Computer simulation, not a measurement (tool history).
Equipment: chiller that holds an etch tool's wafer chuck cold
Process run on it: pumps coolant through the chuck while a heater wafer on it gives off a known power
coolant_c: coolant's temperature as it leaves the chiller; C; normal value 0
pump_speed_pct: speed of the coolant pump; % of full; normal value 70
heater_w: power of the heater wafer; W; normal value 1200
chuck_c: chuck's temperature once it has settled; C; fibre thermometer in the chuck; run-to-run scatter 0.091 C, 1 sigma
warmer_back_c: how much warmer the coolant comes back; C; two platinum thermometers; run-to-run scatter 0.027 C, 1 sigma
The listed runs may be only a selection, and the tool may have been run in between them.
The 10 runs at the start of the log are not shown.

| run | hour | coolant_c | pump_speed_pct | heater_w | hours since the coolant was changed and the channels were flushed | hours since the pump was overhauled | hours since the chiller's thermometer was calibrated | chuck_c | warmer_back_c |
|---|---|---|---|---|---|---|---|---|---|
| 11 | 540.6 | 0 | 70 | 1200 | 2047 | 441 | 3324 | 13.21 | 5.98 |
| 12 | 595.5 | 0 | 70 | 1019 | 2102 | 496 | 3379 | 11.05 | 5.04 |
|  | 599.3 | gauge calibrated |
| 13 | 632 | 0 | 70 | 1200 | 2139 | 533 | 3415 | 13.54 | 5.96 |
| 14 | 662 | 0 | 70 | 1200 | 2169 | 563 | 3445 | 13.65 | 5.97 |
| 15 | 725.2 | 0 | 70 | 1200 | 2232 | 626 | 3509 | 13.44 | 5.99 |
| 16 | 794.1 | 0 | 70 | 1200 | 2301 | 695 | 3578 | 13.34 | 5.96 |
| 17 | 854.4 | 0 | 70 | 1200 | 2361 | 755 | 3638 | 13.32 | 5.95 |
| 18 | 916.5 | 0 | 70 | 925 | 2423 | 817 | 3700 | 10.17 | 4.58 |
| 19 | 980.8 | 0 | 96 | 1659 | 2487 | 882 | 3764 | 14.81 | 5.94 |
| 20 | 1024.9 | 0 | 83 | 1200 | 2531 | 926 | 3808 | 11.57 | 5.03 |
| 21 | 1071.4 | 0 | 83 | 1200 | 2578 | 972 | 3855 | 11.67 | 5.05 |
| 22 | 1139.8 | 0 | 71 | 1200 | 2646 | 1041 | 3923 | 13.09 | 5.88 |
| 23 | 1203.5 | 0 | 96 | 646 | 2710 | 1104 | 3987 | 5.45 | 2.34 |
| 24 | 1261.1 | -8 | 70 | 1502 | 2768 | 1162 | 4045 | 8.39 | 7.46 |
|  | 1311.5 | coolant changed, channels flushed |
| 25 | 1323.4 | -7 | 62 | 1200 | 12 | 1218 | 4101 | 7.11 | 6.78 |
| 26 | 1391.2 | -1 | 70 | 1002 | 80 | 1286 | 4169 | 9.65 | 4.93 |
| 27 | 1444.4 | -1 | 66 | 1002 | 133 | 1339 | 4222 | 10.04 | 5.32 |
| 28 | 1492.8 | 0 | 76 | 1200 | 181 | 1388 | 4270 | 12.06 | 5.48 |
| 29 | 1548.8 | -6 | 69 | 1245 | 237 | 1444 | 4326 | 7.47 | 6.29 |
|  | 1596.6 | chiller's thermometer calibrated |
| 30 | 1619.7 | 4 | 70 | 1018 | 307 | 1513 | 23 | 14.7 | 5.08 |
| 31 | 1687.2 | -4 | 70 | 1293 | 375 | 1581 | 91 | 9.91 | 6.45 |

Here are 3 independent what-if runs from the current tool condition. What would each one return?
| A | 1755 | 6 | 71 | 834 | 443 | 1649 | 158 | ? | ? |
| B | 1755 | 0 | 61 | 1756 | 443 | 1649 | 158 | ? | ? |
| C | 1755 | -3 | 91 | 1293 | 443 | 1649 | 158 | ? | ? |

| run | chuck_c | warmer_back_c |
|---|---|---|
| A | 14.5 | 4.09 |
| B | 20.85 | 10.06 |
| C | 8.35 | 4.87 |
Stripped of hidden state, with their random variation kept, the same runs would have yielded:
| run | chuck_c | warmer_back_c |
|---|---|---|
| A | 15.41 | 4.09 |
| B | 21.74 | 10.05 |
| C | 9.25 | 4.87 |
